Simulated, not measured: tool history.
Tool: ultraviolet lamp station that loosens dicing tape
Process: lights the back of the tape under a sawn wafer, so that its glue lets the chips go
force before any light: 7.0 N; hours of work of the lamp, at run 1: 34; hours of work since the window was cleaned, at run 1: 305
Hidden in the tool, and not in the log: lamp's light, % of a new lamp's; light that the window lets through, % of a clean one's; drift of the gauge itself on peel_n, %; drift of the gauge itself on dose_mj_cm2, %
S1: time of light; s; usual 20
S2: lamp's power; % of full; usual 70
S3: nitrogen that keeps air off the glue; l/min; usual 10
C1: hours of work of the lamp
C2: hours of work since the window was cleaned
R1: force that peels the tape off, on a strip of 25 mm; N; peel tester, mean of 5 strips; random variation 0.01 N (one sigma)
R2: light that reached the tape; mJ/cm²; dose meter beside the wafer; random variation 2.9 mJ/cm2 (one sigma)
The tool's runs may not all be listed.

| run | hour | S1 | S2 | S3 | C1 | C2 | R1 | R2 |
|---|---|---|---|---|---|---|---|---|
| 1 | 0 | 20 | 70 | 10 | 34 | 305 | 0.502 | 383 |
| 2 | 5.7 | 20 | 70 | 10 | 36 | 308 | 0.512 | 392 |
| 3 | 12.4 | 20 | 65 | 10 | 39 | 311 | 0.591 | 354 |
| 4 | 16.8 | 20 | 65 | 10 | 41 | 313 | 0.628 | 358 |
| 5 | 26 | 20 | 70 | 10 | 46 | 317 | 0.521 | 384 |
| 6 | 30 | 20 | 70 | 19 | 48 | 319 | 0.281 | 384 |
| 7 | 37.6 | 26 | 70 | 19 | 51 | 322 | 0.158 | 502 |
| 8 | 41.8 | 26 | 70 | 10 | 53 | 324 | 0.273 | 502 |
| 9 | 48.4 | 26 | 70 | 10 | 56 | 328 | 0.255 | 501 |
| 10 | 52.6 | 26 | 70 | 10 | 58 | 329 | 0.272 | 496 |
| 11 | 60.7 | 26 | 70 | 10 | 62 | 333 | 0.266 | 497 |
| 12 | 64.8 | 26 | 70 | 10 | 64 | 335 | 0.274 | 500 |
| 13 | 69.7 | 26 | 70 | 10 | 66 | 337 | 0.254 | 495 |
| 14 | 77.6 | 26 | 70 | 10 | 70 | 341 | 0.268 | 498 |
| 15 | 83.4 | 26 | 70 | 10 | 72 | 344 | 0.267 | 498 |
| 16 | 88.5 | 12 | 70 | 10 | 75 | 346 | 1.42 | 231 |
| 17 | 96.1 | 36 | 60 | 14 | 78 | 350 | 0.124 | 585 |
| 18 | 102 | 36 | 60 | 14 | 81 | 352 | 0.124 | 594 |
|  | 103.2 | window cleaned of glue's vapour |
| 19 | 109.8 | 22 | 62 | 5 | 85 | 3 | 1.078 | 360 |
| 20 | 116.3 | 16 | 74 | 8 | 88 | 6 | 0.983 | 317 |
| 21 | 123.6 | 21 | 88 | 13 | 91 | 10 | 0.199 | 492 |
| 22 | 131.3 | 21 | 88 | 13 | 95 | 13 | 0.203 | 491 |
|  | 137.6 | window cleaned of glue's vapour, once more |
| 23 | 139.5 | 30 | 89 | 6 | 98 | 1 | 0.144 | 758 |
| 24 | 145.4 | 16 | 72 | 5 | 101 | 4 | 1.309 | 327 |
| 25 | 151.2 | 16 | 72 | 5 | 104 | 6 | 1.234 | 329 |
| 26 | 160.2 | 16 | 93 | 9 | 108 | 11 | 0.481 | 426 |

4 ways to go on from here, each from the tool as it stands after run 26. What would each give?
| A | 164.9 | 12 | 70 | 10 | 110 | 13 | ? | ? |
| B | 164.9 | 16 | 61 | 9 | 110 | 13 | ? | ? |
| C | 164.9 | 15 | 70 | 4 | 110 | 13 | ? | ? |
| D | 164.9 | 13 | 70 | 5 | 110 | 13 | ? | ? |

| run | R1 | R2 |
|---|---|---|
| A | 1.392 | 238 |
| B | 1.126 | 278 |
| C | 1.723 | 293 |
| D | 1.77 | 254 |
Without the tool's hidden state the same runs would have given:
| run | R1 | R2 |
|---|---|---|
| A | 1.306 | 248 |
| B | 1.05 | 289 |
| C | 1.631 | 304 |
| D | 1.679 | 264 |
